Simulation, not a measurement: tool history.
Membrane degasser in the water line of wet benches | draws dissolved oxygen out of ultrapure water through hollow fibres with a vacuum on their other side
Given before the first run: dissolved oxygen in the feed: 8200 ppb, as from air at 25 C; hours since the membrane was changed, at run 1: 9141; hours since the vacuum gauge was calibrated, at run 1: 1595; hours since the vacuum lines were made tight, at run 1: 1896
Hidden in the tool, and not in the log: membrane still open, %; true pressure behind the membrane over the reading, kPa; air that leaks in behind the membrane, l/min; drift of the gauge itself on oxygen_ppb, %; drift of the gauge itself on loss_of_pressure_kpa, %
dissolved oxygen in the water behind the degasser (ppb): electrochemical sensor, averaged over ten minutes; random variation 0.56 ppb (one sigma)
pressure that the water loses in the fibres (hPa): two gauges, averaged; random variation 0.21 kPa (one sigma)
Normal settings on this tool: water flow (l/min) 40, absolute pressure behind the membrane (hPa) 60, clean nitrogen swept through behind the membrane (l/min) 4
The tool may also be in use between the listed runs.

run,hour,water flow (l/min),absolute pressure behind the membrane (hPa),clean nitrogen swept through behind the membrane (l/min),hours since the membrane was changed,hours since the vacuum gauge was calibrated,hours since the vacuum lines were made tight,dissolved oxygen in the water behind the degasser (ppb),pressure that the water loses in the fibres (hPa)
1,0,40,60,4,9141,1595,1896,74.1,540.3
2,159.4,40,60,4,9300,1755,2056,73.9,544.6
3,422.2,40,60,11.95,9563,2018,2318,31.7,545.6
# hour 551.1: membrane cartridge changed
4,635.6,40,60,11.95,85,2227,2528,27.7,499.5
5,855,35,60,4,304,2446,2747,60.3,433
6,1078.9,40,42.5,4,528,2670,2971,29.6,498.9
7,1224.7,40,42.5,4,674,2816,3117,29.6,499.5
8,1501.8,40,78.5,4,951,3093,3394,113.6,500
9,1743.4,40,78.5,4,1192,3335,3635,114.8,503.1
10,1969.1,40,78.5,4,1418,3561,3861,115.8,502.2
# hour 2068: seals of the vacuum lines changed
11,2252.5,40,78.5,4,1699,3842,184,114.9,506.5
12,2498.5,40,78.5,4,1945,4088,431,115.9,502.1
13,2637.8,40,78.5,4,2085,4227,570,114.9,504.8
14,2838.8,40,78.5,2.56,2286,4428,771,170.1,504.5
15,2982.1,40,78.5,2.56,2429,4571,914,171.6,504
16,3247.5,38,78.5,2.56,2694,4837,1179,164.5,482.3
17,3390.7,37,64.7,9.86,2838,4980,1323,34.6,467.9
18,3571.4,37,64.7,9.86,3018,5161,1503,35,471.1
19,3689.7,42,57.8,7.62,3137,5279,1622,43.1,533.3
20,3976.1,42,57.8,7.62,3423,5566,1908,42.5,537.2
21,4268.7,42,57.8,7.62,3716,5858,2201,44.1,539.2
22,4485.7,30,60,4,3933,6075,2418,54.2,383.3
# hour 4501.9: vacuum gauge calibrated
23,4733.1,40,117.6,4,4180,231,2665,207.8,515.5
24,4925.3,30,60,1.81,4372,423,2857,111.9,388
25,5211.1,30,60,1.81,4657,709,3143,113.5,388.6

Run 26 is up next; what results do you expect?
26,5497,30,60.7,1.81,4943,995,3428,?,?

Logged for run 26: dissolved oxygen in the water behind the degasser (ppb) 115, pressure that the water loses in the fibres (hPa) 387.3.
Minus the tool's unlogged condition, the same run would have read dissolved oxygen in the water behind the degasser (ppb) 107.1, pressure that the water loses in the fibres (hPa) 370.2.

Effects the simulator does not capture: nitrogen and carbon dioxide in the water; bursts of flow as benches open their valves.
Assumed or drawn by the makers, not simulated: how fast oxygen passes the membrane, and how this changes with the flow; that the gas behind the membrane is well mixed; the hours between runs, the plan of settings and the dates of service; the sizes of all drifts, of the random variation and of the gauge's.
